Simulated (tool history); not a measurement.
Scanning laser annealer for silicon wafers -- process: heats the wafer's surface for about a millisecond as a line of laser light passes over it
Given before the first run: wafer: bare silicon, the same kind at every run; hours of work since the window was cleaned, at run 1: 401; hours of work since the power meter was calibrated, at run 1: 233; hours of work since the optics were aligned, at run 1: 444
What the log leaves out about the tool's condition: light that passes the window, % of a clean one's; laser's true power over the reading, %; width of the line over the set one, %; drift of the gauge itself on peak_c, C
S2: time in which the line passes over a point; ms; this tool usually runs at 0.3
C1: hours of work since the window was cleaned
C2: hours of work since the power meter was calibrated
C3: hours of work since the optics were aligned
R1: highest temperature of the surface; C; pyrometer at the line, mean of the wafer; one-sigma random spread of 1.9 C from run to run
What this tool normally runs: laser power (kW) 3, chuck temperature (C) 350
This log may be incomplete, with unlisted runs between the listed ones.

{"run": 1, "hour": 0.0, "laser power (kW)": 3, "S2": 0.3, "chuck temperature (C)": 350, "C1": 401, "C2": 233, "C3": 444, "R1": 1072}
{"run": 2, "hour": 22.4, "laser power (kW)": 3, "S2": 0.3, "chuck temperature (C)": 350, "C1": 411, "C2": 243, "C3": 454, "R1": 1071}
{"run": 3, "hour": 54.8, "laser power (kW)": 3, "S2": 0.3, "chuck temperature (C)": 350, "C1": 426, "C2": 258, "C3": 469, "R1": 1072}
{"run": 4, "hour": 69.6, "laser power (kW)": 3, "S2": 0.3, "chuck temperature (C)": 350, "C1": 432, "C2": 264, "C3": 475, "R1": 1067}
{"run": 5, "hour": 86.7, "laser power (kW)": 3, "S2": 0.241, "chuck temperature (C)": 350, "C1": 440, "C2": 272, "C3": 483, "R1": 988}
{"hour": 93.0, "done": "laser's power meter calibrated"}
{"run": 6, "hour": 109.3, "laser power (kW)": 3, "S2": 0.241, "chuck temperature (C)": 350, "C1": 449, "C2": 7, "C3": 492, "R1": 985}
{"run": 7, "hour": 125.4, "laser power (kW)": 3, "S2": 0.241, "chuck temperature (C)": 350, "C1": 456, "C2": 14, "C3": 499, "R1": 984}
{"run": 8, "hour": 153.3, "laser power (kW)": 3.186, "S2": 0.3, "chuck temperature (C)": 350, "C1": 468, "C2": 27, "C3": 511, "R1": 1120}
{"run": 9, "hour": 181.1, "laser power (kW)": 3.186, "S2": 0.322, "chuck temperature (C)": 383, "C1": 481, "C2": 39, "C3": 524, "R1": 1180}
{"hour": 206.3, "done": "laser's power meter calibrated, once more"}
{"run": 10, "hour": 211.0, "laser power (kW)": 2.796, "S2": 0.309, "chuck temperature (C)": 350, "C1": 493, "C2": 2, "C3": 536, "R1": 1020}
{"run": 11, "hour": 247.0, "laser power (kW)": 2.796, "S2": 0.309, "chuck temperature (C)": 350, "C1": 509, "C2": 18, "C3": 552, "R1": 1011}
{"run": 12, "hour": 273.5, "laser power (kW)": 3, "S2": 0.233, "chuck temperature (C)": 343, "C1": 520, "C2": 30, "C3": 563, "R1": 962}
{"run": 13, "hour": 304.3, "laser power (kW)": 2.645, "S2": 0.222, "chuck temperature (C)": 353, "C1": 534, "C2": 44, "C3": 577, "R1": 869}
{"run": 14, "hour": 335.0, "laser power (kW)": 2.645, "S2": 0.222, "chuck temperature (C)": 353, "C1": 548, "C2": 57, "C3": 591, "R1": 868}
{"run": 15, "hour": 360.8, "laser power (kW)": 2.886, "S2": 0.254, "chuck temperature (C)": 319, "C1": 559, "C2": 69, "C3": 602, "R1": 934}

What if the next run were any one of these 3? Each begins from the tool's condition after run 15:
{"run": "A", "hour": 376.8, "laser power (kW)": 3.105, "S2": 0.346, "chuck temperature (C)": 329, "C1": 566, "C2": 76, "C3": 609, "R1": "?"}
{"run": "B", "hour": 376.8, "laser power (kW)": 2.601, "S2": 0.332, "chuck temperature (C)": 350, "C1": 566, "C2": 76, "C3": 609, "R1": "?"}
{"run": "C", "hour": 376.8, "laser power (kW)": 2.886, "S2": 0.254, "chuck temperature (C)": 336, "C1": 566, "C2": 76, "C3": 609, "R1": "?"}

run=A R1=1122
run=B R1=978
run=C R1=951
Stripped of hidden state, with their random variation kept, the same runs would have yielded:
run=A R1=1193
run=B R1=1033
run=C R1=1005
